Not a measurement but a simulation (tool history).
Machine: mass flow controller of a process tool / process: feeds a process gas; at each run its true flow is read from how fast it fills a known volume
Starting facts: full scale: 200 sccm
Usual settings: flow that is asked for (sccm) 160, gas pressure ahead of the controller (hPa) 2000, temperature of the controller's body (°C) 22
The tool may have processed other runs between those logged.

| run | day | flow that is asked for (sccm) | gas pressure ahead of the controller (hPa) | temperature of the controller's body (°C) | true flow (%) |
|---|---|---|---|---|---|
| 1 | 0 | 160 | 2000 | 22 | 100.53 |
| 2 | 17.108 | 160 | 2000 | 22 | 100.67 |
| 3 | 31.925 | 160 | 2000 | 22 | 100.64 |
| 4 | 41.688 | 160 | 2000 | 22 | 100.55 |
| 5 | 61.788 | 160 | 2000 | 25 | 100.45 |
| 6 | 75.771 | 160 | 2000 | 25 | 100.57 |
|  | 77.233 | controller's zero set anew |
| 7 | 95.258 | 155 | 2000 | 22 | 100.47 |
| 8 | 106.988 | 155 | 2000 | 22 | 100.63 |
| 9 | 118.221 | 160 | 2000 | 25 | 100.4 |
| 10 | 141.183 | 56 | 2000 | 36 | 97.83 |
| 11 | 162.008 | 44 | 1840 | 29 | 97.6 |
| 12 | 173.125 | 184 | 2690 | 32 | 100.99 |
|  | 186.888 | controller's zero set anew, once more |
| 13 | 195.5 | 184 | 2690 | 29 | 101.4 |
| 14 | 214.154 | 184 | 2690 | 29 | 101.58 |
| 15 | 229.983 | 66 | 2380 | 21 | 99.89 |

Consider 4 possible next runs. They are alternatives, not a sequence: every one starts from the tool as it was left by run 15. What does each give?
| A | 246.558 | 43 | 2010 | 29 | ? |
| B | 246.558 | 30 | 1760 | 29 | ? |
| C | 246.558 | 66 | 1960 | 21 | ? |
| D | 246.558 | 66 | 1820 | 21 | ? |

| run | true flow (%) |
|---|---|
| A | 98.83 |
| B | 98.47 |
| C | 99.62 |
| D | 99.53 |
What these runs would have given with no unlogged condition in the tool:
| run | true flow (%) |
|---|---|
| A | 97.57 |
| B | 97.36 |
| C | 98.23 |
| D | 98.14 |
